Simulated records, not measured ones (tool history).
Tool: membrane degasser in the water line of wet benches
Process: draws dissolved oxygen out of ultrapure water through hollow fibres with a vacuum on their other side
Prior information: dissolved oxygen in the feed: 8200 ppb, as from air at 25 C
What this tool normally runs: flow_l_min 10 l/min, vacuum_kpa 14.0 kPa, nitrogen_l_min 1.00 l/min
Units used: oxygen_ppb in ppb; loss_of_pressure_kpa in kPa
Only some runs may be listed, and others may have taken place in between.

run,hour,flow_l_min,vacuum_kpa,nitrogen_l_min,oxygen_ppb,loss_of_pressure_kpa
1,0.0,10,14.0,1.00,248.3,58.80
2,265.3,10,14.0,1.00,250.6,58.79
3,405.5,12,14.0,1.00,296.8,70.31
4,674.2,10,14.0,1.00,253.6,58.58
5,791.9,10,14.0,1.00,252.8,58.54
6,1053.9,10,14.0,1.00,250.1,58.74
7,1195.8,10,14.0,1.00,246.8,59.21
8,1334.6,10,14.0,1.80,145.0,59.60
9,1604.1,10,14.0,1.00,249.7,59.19
10,1826.9,10,14.0,1.00,254.3,59.35
11,2051.2,10,14.0,1.00,252.4,59.55
12,2177.9,10,14.0,1.00,249.4,59.44
# hour 2301.8: seals of the vacuum lines changed
13,2301.8,10,14.0,1.00,250.9,59.83
14,2529.2,6,14.0,1.00,155.4,35.88
15,2647.1,6,14.0,1.00,157.6,35.98
16,2850.7,6,14.0,1.00,153.1,35.80
17,2975.2,12,23.5,2.92,205.0,72.08
18,3138.2,7,11.7,1.29,112.1,41.89
# hour 3276.3: membrane cartridge changed
19,3358.7,9,14.3,0.44,480.7,53.90
20,3523.1,7,12.8,1.00,160.1,42.30
21,3632.3,7,12.8,1.00,161.1,42.05
# hour 3844.0: gauge calibrated
22,3892.9,7,12.8,1.00,160.4,41.11
23,4042.7,15,12.8,1.00,326.7,88.14
24,4209.0,9,8.9,2.70,47.4,53.04
25,4369.6,9,8.9,2.70,47.8,52.76
26,4591.8,11,22.5,2.95,175.1,64.75
27,4724.1,12,14.0,1.00,296.0,70.95
28,4835.1,12,16.3,2.56,152.5,70.81
29,5045.0,12,16.3,2.56,150.6,71.17
30,5283.3,12,16.3,1.03,345.3,70.65
31,5486.5,10,17.4,1.00,327.2,59.58

What does the tool deliver on the next run?
32,5736.0,10,9.8,2.60,?,?

{"run 32": {"oxygen_ppb": 64.5, "loss_of_pressure_kpa": 59.21}}
Minus the tool's unlogged condition, the same run would have read oxygen_ppb 64.4 ppb, loss_of_pressure_kpa 58.37 kPa.
